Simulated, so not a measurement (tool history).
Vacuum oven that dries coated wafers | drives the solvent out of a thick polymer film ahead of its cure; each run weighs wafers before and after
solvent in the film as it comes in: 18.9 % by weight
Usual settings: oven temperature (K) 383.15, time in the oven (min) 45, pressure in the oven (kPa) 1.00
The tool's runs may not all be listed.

run	day	oven temperature (K)	time in the oven (min)	pressure in the oven (kPa)	solvent left in the film (%)
1	0.000	383.15	45	1.00	1.37
# day 1.750: oven's thermocouples calibrated
2	1.854	383.15	52	1.00	1.10
3	2.925	383.15	52	1.00	1.05
4	4.121	383.15	52	1.00	1.01
5	5.462	383.15	52	1.00	1.02
6	7.446	383.15	52	1.00	1.00
7	9.217	383.15	45	1.00	1.43
8	10.292	383.15	45	1.49	1.62
9	11.438	383.15	45	1.00	1.42
10	13.371	383.15	45	2.42	1.92
11	15.746	383.15	45	2.42	1.95
12	17.712	383.15	45	2.42	1.94
13	20.267	383.15	45	2.42	2.07
14	22.796	383.15	45	2.42	2.02
15	25.204	383.15	45	2.42	1.96
16	26.667	396.15	45	2.42	0.74
17	28.025	396.15	51	2.42	0.75
18	30.504	396.15	51	2.42	0.82
19	33.050	383.15	45	1.00	1.40
20	35.404	377.15	37	1.00	3.37
21	37.188	377.15	61	2.23	2.19
22	38.300	390.15	61	2.23	0.88
# day 39.350: oven's thermocouples calibrated
23	40.850	390.15	61	2.23	0.94
24	42.579	390.15	61	2.23	0.85
25	44.229	383.15	64	0.72	0.65
26	46.492	383.15	64	0.72	0.67
27	48.000	376.15	26	1.51	5.68
28	50.538	376.15	26	1.51	5.71
29	53.042	380.15	65	1.51	1.25
30	54.562	394.15	71	1.15	0.35
31	56.492	394.15	71	1.15	0.41
32	57.962	380.15	57	3.26	2.43
33	59.733	380.15	57	3.26	2.40
34	61.796	380.15	37	3.26	3.53
# day 63.179: vacuum gauge cleaned of residue and calibrated
35	63.296	396.15	42	0.56	0.29
36	65.838	383.15	40	1.43	1.93
37	67.783	395.15	70	1.43	0.49
38	69.238	395.15	70	1.43	0.44

Forecast each of these 4 alternatives for the next run:
A	70.717	395.15	38	0.60	?
B	70.717	374.15	45	0.94	?
C	70.717	368.15	56	1.43	?
D	70.717	397.15	68	1.06	?

run	solvent left in the film (%)
A	0.36
B	3.24
C	4.25
D	0.28
Without the tool's hidden state the same runs would have given:
run	solvent left in the film (%)
A	0.36
B	3.21
C	4.22
D	0.28

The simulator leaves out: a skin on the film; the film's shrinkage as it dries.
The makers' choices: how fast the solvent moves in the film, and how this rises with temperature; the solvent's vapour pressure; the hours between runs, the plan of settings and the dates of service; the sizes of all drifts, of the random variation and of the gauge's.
